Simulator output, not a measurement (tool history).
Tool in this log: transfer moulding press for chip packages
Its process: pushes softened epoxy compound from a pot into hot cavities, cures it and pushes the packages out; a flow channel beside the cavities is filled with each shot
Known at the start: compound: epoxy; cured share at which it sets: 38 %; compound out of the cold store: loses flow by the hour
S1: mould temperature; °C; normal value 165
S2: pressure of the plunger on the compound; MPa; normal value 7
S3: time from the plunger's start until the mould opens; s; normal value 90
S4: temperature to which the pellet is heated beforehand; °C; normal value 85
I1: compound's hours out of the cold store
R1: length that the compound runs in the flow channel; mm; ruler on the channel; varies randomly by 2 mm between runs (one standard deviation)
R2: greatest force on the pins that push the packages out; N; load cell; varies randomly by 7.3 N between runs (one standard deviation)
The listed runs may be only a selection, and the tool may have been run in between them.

run    hour   S1    S2   S3  S4    I1   R1   R2
  1       0  165     7   90  85  17.8  906  558
       18.2  -- cavities cleaned with cleaning compound and waxed
       74.9  -- cavities cleaned with cleaning compound and waxed
  2    74.9  165     7   90  85  35.7  829  291
  3   110.6  165     7   90  85  13.6  913  551
      129.6  -- cavities cleaned with cleaning compound and waxed
      185.2  -- cavities cleaned with cleaning compound and waxed
  4   185.2  165     7   90  85  20.3  878  303
  5   234.7  165     7   90  85  40.7  798  569
        242  -- cavities cleaned with cleaning compound and waxed
      273.5  -- plunger's sealing rings changed
      302.9  -- cavities cleaned with cleaning compound and waxed
  6   310.2  165     7   90  88  18.5  898  358
      360.7  -- cavities cleaned with cleaning compound and waxed
  7   367.5  165     7   90  85  40.8  811  368
      416.3  -- cavities cleaned with cleaning compound and waxed
  8   422.2  165     7   90  85  26.7  857  359
      471.2  -- cavities cleaned with cleaning compound and waxed
  9   487.6  165     7   90  85  19.7  874  418
      529.7  -- cavities cleaned with cleaning compound and waxed
 10   553.5  165     7   90  85    39  798  477
      560.5  -- plunger's sealing rings changed
        587  -- cavities cleaned with cleaning compound and waxed
 11   612.4  165  7.98   90  85  24.1  931  483
      642.9  -- cavities cleaned with cleaning compound and waxed
 12   693.2  165  7.98   90  85  32.3  894  554
      701.8  -- cavities cleaned with cleaning compound and waxed
      759.2  -- cavities cleaned with cleaning compound and waxed
 13   759.2  160   5.7   90  79  12.5  840  418
 14   798.9  165     7   74  85  28.3  841  719
      814.2  -- cavities cleaned with cleaning compound and waxed
      846.2  -- plunger's sealing rings changed
 15   853.7  165   7.4   90  86  43.8  826  503
      871.7  -- cavities cleaned with cleaning compound and waxed
 16     916  165  6.59   90  86  13.4  886  565
      933.2  -- mould's thermocouples calibrated
      934.7  -- cavities cleaned with cleaning compound and waxed
 17   954.2  165  6.59   90  86  10.1  900  447
      995.2  -- cavities cleaned with cleaning compound and waxed
 18  1010.3  165  6.59   90  86  42.6  773  434
     1054.3  -- cavities cleaned with cleaning compound and waxed
 19  1054.3  165     7  117  85  26.2  853  238
     1108.8  -- cavities cleaned with cleaning compound and waxed
 20  1119.2  157  6.66   76  77  44.6  802  867
     1136.1  -- plunger's sealing rings changed
     1167.1  -- cavities cleaned with cleaning compound and waxed
 21  1183.7  165  7.85   80  85    32  895  503
     1223.6  -- cavities cleaned with cleaning compound and waxed
 22  1252.7  165     7  120  89   8.9  926  397
     1279.7  -- cavities cleaned with cleaning compound and waxed
     1336.1  -- cavities cleaned with cleaning compound and waxed
 23  1336.1  169     7   90  85  43.1  775  252
     1390.8  -- cavities cleaned with cleaning compound and waxed
 24  1391.9  161     7   90  85  23.2  880  370

For some of the steps in R1 from one run to the next: how much would appear even if the tool had no hidden state, given the settings, what came in and random variation, and how much remains for the hidden state plus any gauge scatter that the measured result and the result without hidden state don't share?
Hidden state present: true mould temperature over the reading, C; pressure that reaches the compound, % of what is set; grip of the stained cavities, % over clean ones'; drift of the gauge itself on flow_mm, %; drift of the gauge itself on push_out_n, %.
Run 10 -> 11: S2 7 -> 7.98, plunger's sealing rings changed, cavities cleaned with cleaning compound and waxed. R1 +133 mm: hidden state +20, all else +113.
Run 14 -> 15: S2 7 -> 7.4, S3 74 -> 90, S4 85 -> 86, cavities cleaned with cleaning compound and waxed, plunger's sealing rings changed. R1 -15 mm: hidden state +21, all else -36.
Run 22 -> 23: S1 165 -> 169, S3 120 -> 90, S4 89 -> 85, cavities cleaned with cleaning compound and waxed, cavities cleaned with cleaning compound and waxed. R1 -151 mm: hidden state -5, all else -146.

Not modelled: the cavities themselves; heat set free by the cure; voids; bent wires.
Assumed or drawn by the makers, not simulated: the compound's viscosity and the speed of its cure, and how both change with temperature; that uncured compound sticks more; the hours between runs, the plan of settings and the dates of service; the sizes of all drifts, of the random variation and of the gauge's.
